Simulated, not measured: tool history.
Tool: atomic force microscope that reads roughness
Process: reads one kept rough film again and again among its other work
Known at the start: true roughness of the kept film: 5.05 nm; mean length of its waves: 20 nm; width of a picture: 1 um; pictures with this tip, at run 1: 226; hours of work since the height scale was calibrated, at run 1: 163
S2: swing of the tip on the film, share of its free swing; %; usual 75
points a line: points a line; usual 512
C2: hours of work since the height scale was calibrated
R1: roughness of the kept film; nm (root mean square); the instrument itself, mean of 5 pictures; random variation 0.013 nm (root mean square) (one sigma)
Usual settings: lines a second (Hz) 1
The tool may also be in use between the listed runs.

{"run": 1, "hour": 0.0, "lines a second (Hz)": 1, "S2": 75, "points a line": 512, "pictures with this tip": 226, "C2": 163, "R1": 1.75}
{"run": 2, "hour": 13.0, "lines a second (Hz)": 1, "S2": 75, "points a line": 512, "pictures with this tip": 239, "C2": 169, "R1": 1.681}
{"run": 3, "hour": 19.8, "lines a second (Hz)": 1, "S2": 75, "points a line": 449, "pictures with this tip": 247, "C2": 172, "R1": 1.657}
{"run": 4, "hour": 26.6, "lines a second (Hz)": 1, "S2": 75, "points a line": 339, "pictures with this tip": 254, "C2": 175, "R1": 1.626}
{"run": 5, "hour": 33.2, "lines a second (Hz)": 1, "S2": 75, "points a line": 339, "pictures with this tip": 261, "C2": 178, "R1": 1.592}
{"run": 6, "hour": 44.4, "lines a second (Hz)": 1, "S2": 75, "points a line": 512, "pictures with this tip": 273, "C2": 182, "R1": 1.587}
{"run": 7, "hour": 53.5, "lines a second (Hz)": 1, "S2": 75, "points a line": 512, "pictures with this tip": 283, "C2": 186, "R1": 1.556}
{"run": 8, "hour": 61.6, "lines a second (Hz)": 1, "S2": 81, "points a line": 371, "pictures with this tip": 292, "C2": 190, "R1": 1.474}
{"hour": 63.7, "done": "height scale calibrated on a step standard"}
{"run": 9, "hour": 75.3, "lines a second (Hz)": 1, "S2": 81, "points a line": 371, "pictures with this tip": 305, "C2": 5, "R1": 1.433}
{"run": 10, "hour": 81.0, "lines a second (Hz)": 0.6, "S2": 75, "points a line": 512, "pictures with this tip": 312, "C2": 7, "R1": 1.509}
{"hour": 91.2, "done": "new tip fitted"}
{"run": 11, "hour": 94.3, "lines a second (Hz)": 1.33, "S2": 86, "points a line": 915, "pictures with this tip": 3, "C2": 13, "R1": 2.776}

5 ways to go on from here, each from the tool as it stands after run 11. What would each give?
{"run": "A", "hour": 100.1, "lines a second (Hz)": 1, "S2": 60, "points a line": 966, "pictures with this tip": 10, "C2": 15, "R1": "?"}
{"run": "B", "hour": 100.1, "lines a second (Hz)": 3.27, "S2": 76, "points a line": 930, "pictures with this tip": 10, "C2": 15, "R1": "?"}
{"run": "C", "hour": 100.1, "lines a second (Hz)": 1.34, "S2": 73, "points a line": 451, "pictures with this tip": 10, "C2": 15, "R1": "?"}
{"run": "D", "hour": 100.1, "lines a second (Hz)": 0.69, "S2": 55, "points a line": 915, "pictures with this tip": 10, "C2": 15, "R1": "?"}
{"run": "E", "hour": 100.1, "lines a second (Hz)": 1.33, "S2": 64, "points a line": 915, "pictures with this tip": 10, "C2": 15, "R1": "?"}

run=A R1=3.094
run=B R1=2.511
run=C R1=2.91
run=D R1=3.154
run=E R1=3.061
Without the tool's hidden state the same runs would have given:
run=A R1=3.247
run=B R1=2.635
run=C R1=3.054
run=D R1=3.311
run=E R1=3.213

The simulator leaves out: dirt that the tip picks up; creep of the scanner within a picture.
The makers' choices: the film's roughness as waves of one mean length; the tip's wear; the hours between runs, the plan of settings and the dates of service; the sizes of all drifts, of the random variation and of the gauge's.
